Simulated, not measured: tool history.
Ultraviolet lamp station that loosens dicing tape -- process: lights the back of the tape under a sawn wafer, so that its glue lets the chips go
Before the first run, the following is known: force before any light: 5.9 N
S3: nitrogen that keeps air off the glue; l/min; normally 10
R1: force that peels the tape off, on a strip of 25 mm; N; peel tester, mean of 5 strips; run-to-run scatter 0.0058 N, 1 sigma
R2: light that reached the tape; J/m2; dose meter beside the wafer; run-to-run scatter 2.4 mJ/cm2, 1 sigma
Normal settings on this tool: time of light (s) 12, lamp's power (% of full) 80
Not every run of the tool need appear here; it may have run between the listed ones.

run 1 day=0 | time_of_light_(s)=12 lamp's_power_(%_of_full)=80 S3=10 | R1=0.171 R2=2430
run 2 day=0.392 | time_of_light_(s)=12 lamp's_power_(%_of_full)=80 S3=10 | R1=0.177 R2=2410
run 3 day=0.812 | time_of_light_(s)=12 lamp's_power_(%_of_full)=80 S3=10 | R1=0.175 R2=2400
run 4 day=1.238 | time_of_light_(s)=12 lamp's_power_(%_of_full)=80 S3=10 | R1=0.188 R2=2430
run 5 day=1.558 | time_of_light_(s)=12 lamp's_power_(%_of_full)=80 S3=14 | R1=0.163 R2=2420
run 6 day=2.104 | time_of_light_(s)=12 lamp's_power_(%_of_full)=80 S3=4 | R1=0.328 R2=2430
run 7 day=2.512 | time_of_light_(s)=12 lamp's_power_(%_of_full)=99 S3=10 | R1=0.132 R2=2910
run 8 day=2.858 | time_of_light_(s)=7 lamp's_power_(%_of_full)=99 S3=10 | R1=0.373 R2=1700
run 9 day=3.5 | time_of_light_(s)=7 lamp's_power_(%_of_full)=99 S3=10 | R1=0.392 R2=1680
run 10 day=4.092 | time_of_light_(s)=16 lamp's_power_(%_of_full)=99 S3=10 | R1=0.1 R2=3840
run 11 day=4.4 | time_of_light_(s)=16 lamp's_power_(%_of_full)=99 S3=10 | R1=0.105 R2=3930

Run 12 is up next; what results do you expect?
run 12 day=4.888 | time_of_light_(s)=9 lamp's_power_(%_of_full)=67 S3=3 | R1=? R2=?

R1: 1.016 N
R2: 1480 J/m2
Had the tool carried no hidden state, the very same run would have given R1 0.796 N, R2 1700 J/m2.
